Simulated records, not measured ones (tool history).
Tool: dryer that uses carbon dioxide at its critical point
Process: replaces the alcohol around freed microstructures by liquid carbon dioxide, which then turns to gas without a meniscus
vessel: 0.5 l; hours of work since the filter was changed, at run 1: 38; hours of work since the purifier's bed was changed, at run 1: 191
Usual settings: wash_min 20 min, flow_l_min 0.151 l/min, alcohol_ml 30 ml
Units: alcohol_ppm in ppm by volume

| run | hour | wash_min | flow_l_min | alcohol_ml | hours of work since the filter was changed | hours of work since the purifier's bed was changed | alcohol_ppm |
|---|---|---|---|---|---|---|---|
| 1 | 0 | 20 | 0.151 | 30 | 38 | 191 | 470 |
| 2 | 26.5 | 20 | 0.151 | 30 | 49 | 202 | 474 |
| 3 | 49.7 | 20 | 0.151 | 50 | 58 | 211 | 785 |
| 4 | 64 | 20 | 0.151 | 50 | 63 | 216 | 788 |
| 5 | 84 | 20 | 0.151 | 50 | 71 | 224 | 819 |
| 6 | 97.4 | 20 | 0.151 | 50 | 77 | 229 | 811 |
| 7 | 116.1 | 20 | 0.151 | 30 | 84 | 237 | 511 |
| 8 | 135 | 20 | 0.137 | 30 | 91 | 244 | 780 |
| 9 | 160.3 | 20 | 0.137 | 30 | 101 | 254 | 812 |
| 10 | 189.1 | 20 | 0.137 | 30 | 112 | 265 | 815 |
| 11 | 218.4 | 14 | 0.103 | 80 | 124 | 277 | 17349 |
| 12 | 241.7 | 24 | 0.19 | 30 | 133 | 286 | 97 |
| 13 | 262.4 | 22 | 0.151 | 30 | 141 | 294 | 367 |
| 14 | 277.6 | 22 | 0.151 | 30 | 147 | 300 | 361 |
| 15 | 301.8 | 19 | 0.151 | 21 | 157 | 309 | 508 |

Run 16 comes next. What will it give?
| 16 | 322.9 | 19 | 0.151 | 21 | 165 | 318 | ? |

{"run 16": {"alcohol_ppm": 530}}
Without the tool's hidden state the same run would have given alcohol_ppm 379 ppm by volume.

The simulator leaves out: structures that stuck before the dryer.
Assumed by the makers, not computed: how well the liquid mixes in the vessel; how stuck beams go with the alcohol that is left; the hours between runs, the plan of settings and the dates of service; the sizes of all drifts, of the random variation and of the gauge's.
